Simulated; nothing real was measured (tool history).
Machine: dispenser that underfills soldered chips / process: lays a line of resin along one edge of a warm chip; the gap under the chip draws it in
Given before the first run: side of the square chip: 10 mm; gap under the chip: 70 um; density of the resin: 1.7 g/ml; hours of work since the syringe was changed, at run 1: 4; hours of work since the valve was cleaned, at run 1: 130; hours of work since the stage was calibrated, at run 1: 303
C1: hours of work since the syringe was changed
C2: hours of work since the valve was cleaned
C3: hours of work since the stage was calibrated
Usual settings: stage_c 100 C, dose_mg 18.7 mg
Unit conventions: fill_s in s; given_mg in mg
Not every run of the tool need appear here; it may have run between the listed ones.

Run 1, day 0: usual settings; C1 4; C2 130; C3 303. Result: fill_s 43.9 s, given_mg 17.17 mg.
At day 0.125: dispensing valve cleaned and set on the balance.
At day 0.308: new syringe of resin.
Run 2, day 0.579: usual settings; C1 4; C2 7; C3 311. Result: fill_s 43.7 s, given_mg 18.64 mg.
At day 0.825: new syringe of resin.
Run 3, day 1.075: usual settings; C1 4; C2 14; C3 318. Result: fill_s 44.4 s, given_mg 18.57 mg.
At day 1.346: new syringe of resin.
Run 4, day 1.488: usual settings; C1 2; C2 21; C3 325. Result: fill_s 39.6 s, given_mg 18.57 mg.
Run 5, day 1.738: usual settings; C1 6; C2 25; C3 328. Result: fill_s 48.1 s, given_mg 18.5 mg.
At day 1.854: new syringe of resin.
Run 6, day 2.054: usual settings; C1 3; C2 29; C3 333. Result: fill_s 41.2 s, given_mg 18.54 mg.
At day 2.362: new syringe of resin.
Run 7, day 2.417: usual settings; C1 1; C2 35; C3 339. Result: fill_s 38 s, given_mg 18.41 mg.
Run 8, day 2.7: usual settings; C1 5; C2 39; C3 343. Result: fill_s 45.5 s, given_mg 18.21 mg.
At day 2.883: new syringe of resin.
Run 9, day 3.071: usual settings; C1 3; C2 45; C3 349. Result: fill_s 40.7 s, given_mg 18.28 mg.
At day 3.4: new syringe of resin.
Run 10, day 3.475: usual settings; C1 1; C2 51; C3 355. Result: fill_s 38.8 s, given_mg 18.2 mg.
At day 3.742: stage's temperature calibrated.
Run 11, day 3.904: usual settings but stage_c 95 C; C1 7; C2 57; C3 3. Result: fill_s 60.2 s, given_mg 18.2 mg.
At day 3.942: new syringe of resin.
Run 12, day 4.179: usual settings but stage_c 95 C; C1 4; C2 61; C3 7. Result: fill_s 51.3 s, given_mg 18.08 mg.
At day 4.479: new syringe of resin.
Run 13, day 4.621: usual settings but stage_c 95 C; C1 2; C2 68; C3 13. Result: fill_s 47.9 s, given_mg 18.11 mg.
Run 14, day 4.967: usual settings but stage_c 98 C; C1 8; C2 73; C3 19. Result: fill_s 56.7 s, given_mg 18 mg.
At day 5.008: new syringe of resin.
At day 5.517: new syringe of resin.
Run 15, day 5.533: usual settings but stage_c 98 C; C1 0; C2 82; C3 27. Result: fill_s 40.8 s, given_mg 17.82 mg.
Run 16, day 5.788: usual settings but stage_c 98 C; C1 4; C2 86; C3 31. Result: fill_s 48.5 s, given_mg 17.84 mg.
At day 6.029: new syringe of resin.
Run 17, day 6.075: usual settings but stage_c 98 C; C1 1; C2 90; C3 36. Result: fill_s 40.4 s, given_mg 17.9 mg.
Run 18, day 6.329: usual settings but stage_c 98 C; C1 5; C2 94; C3 39. Result: fill_s 49.9 s, given_mg 17.82 mg.
At day 6.571: new syringe of resin.
Run 19, day 6.662: usual settings but stage_c 94 C, dose_mg 22.2 mg; C1 1; C2 99; C3 45. Result: fill_s 46.7 s, given_mg 21.06 mg.
Run 20, day 6.992: usual settings but stage_c 111 C; C1 7; C2 104; C3 50. Result: fill_s 37.6 s, given_mg 17.71 mg.
At day 7.092: new syringe of resin.
Run 21, day 7.383: usual settings but stage_c 90 C, dose_mg 23.1 mg; C1 5; C2 110; C3 56. Result: fill_s 59.5 s, given_mg 21.73 mg.
At day 7.612: new syringe of resin.
Run 22, day 7.646: usual settings but stage_c 90 C, dose_mg 22.2 mg; C1 1; C2 114; C3 60. Result: fill_s 50.6 s, given_mg 20.92 mg.
Run 23, day 7.996: usual settings but stage_c 92 C, dose_mg 16.6 mg; C1 6; C2 120; C3 65. Result: fill_s 62.8 s, given_mg 15.55 mg.
At day 8.125: new syringe of resin.
Run 24, day 8.342: usual settings but stage_c 92 C, dose_mg 16.6 mg; C1 3; C2 125; C3 70. Result: fill_s 56.9 s, given_mg 15.56 mg.
At day 8.638: new syringe of resin.
At day 8.85: dispensing valve cleaned and set on the balance.
Run 25, day 8.917: usual settings but dose_mg 16.8 mg; C1 4; C2 1; C3 78. Result: fill_s 45.7 s, given_mg 16.8 mg.
At day 9.2: new syringe of resin.
Run 26, day 9.454: usual settings but stage_c 96 C, dose_mg 21.7 mg; C1 4; C2 9; C3 87. Result: fill_s 48.3 s, given_mg 21.83 mg.
At day 9.704: new syringe of resin.
Run 27, day 9.95: usual settings but stage_c 96 C, dose_mg 21.7 mg; C1 4; C2 17; C3 94. Result: fill_s 47.5 s, given_mg 21.59 mg.
At day 10.217: new syringe of resin.
Run 28, day 10.221: usual settings but stage_c 95 C, dose_mg 22.5 mg; C1 0; C2 21; C3 98. Result: fill_s 42.4 s, given_mg 22.27 mg.
Run 29, day 10.479: usual settings but stage_c 106 C, dose_mg 18.8 mg; C1 4; C2 25; C3 102. Result: fill_s 37.4 s, given_mg 18.59 mg.
At day 10.738: new syringe of resin.
Run 30, day 10.821: usual settings but stage_c 99 C, dose_mg 20 mg; C1 1; C2 30; C3 107. Result: fill_s 39.5 s, given_mg 19.71 mg.
At day 11.267: new syringe of resin.
Run 31, day 11.275: usual settings but stage_c 113 C, dose_mg 24.2 mg; C1 0; C2 37; C3 114. Result: fill_s 25.4 s, given_mg 23.88 mg.
Run 32, day 11.512: usual settings but stage_c 113 C, dose_mg 24.2 mg; C1 4; C2 41; C3 118. Result: fill_s 30.1 s, given_mg 23.79 mg.

Each row is a separate what-if for the run after 32, all from the same tool condition, not one after another. Results?
At day 11.771: new syringe of resin.
Run A, day 12.008: usual settings but stage_c 102 C, dose_mg 17.8 mg; C1 4; C2 48; C3 126. Result: fill_s ?, given_mg ?.
At day 11.771: new syringe of resin.
Run B, day 12.008: usual settings but stage_c 114 C, dose_mg 20.5 mg; C1 4; C2 48; C3 126. Result: fill_s ?, given_mg ?.
At day 11.771: new syringe of resin.
Run C, day 12.008: usual settings but stage_c 103 C, dose_mg 24.2 mg; C1 4; C2 48; C3 126. Result: fill_s ?, given_mg ?.
At day 11.771: new syringe of resin.
Run D, day 12.008: usual settings but stage_c 97 C, dose_mg 24 mg; C1 4; C2 48; C3 126. Result: fill_s ?, given_mg ?.
At day 11.771: new syringe of resin.
Run E, day 12.008: usual settings but stage_c 112 C, dose_mg 19.7 mg; C1 4; C2 48; C3 126. Result: fill_s ?, given_mg ?.

run  fill_s  given_mg
  A    41.3     17.37
  B    30.2     20.06
  C    39.1      23.6
  D    46.4     23.43
  E    31.8     19.26
With the hidden condition removed and each run's random variation left untouched, the same runs would have given:
run  fill_s  given_mg
  A    35.3     17.77
  B    25.8     20.52
  C    33.6     24.13
  D    39.7     23.97
  E    27.2      19.7

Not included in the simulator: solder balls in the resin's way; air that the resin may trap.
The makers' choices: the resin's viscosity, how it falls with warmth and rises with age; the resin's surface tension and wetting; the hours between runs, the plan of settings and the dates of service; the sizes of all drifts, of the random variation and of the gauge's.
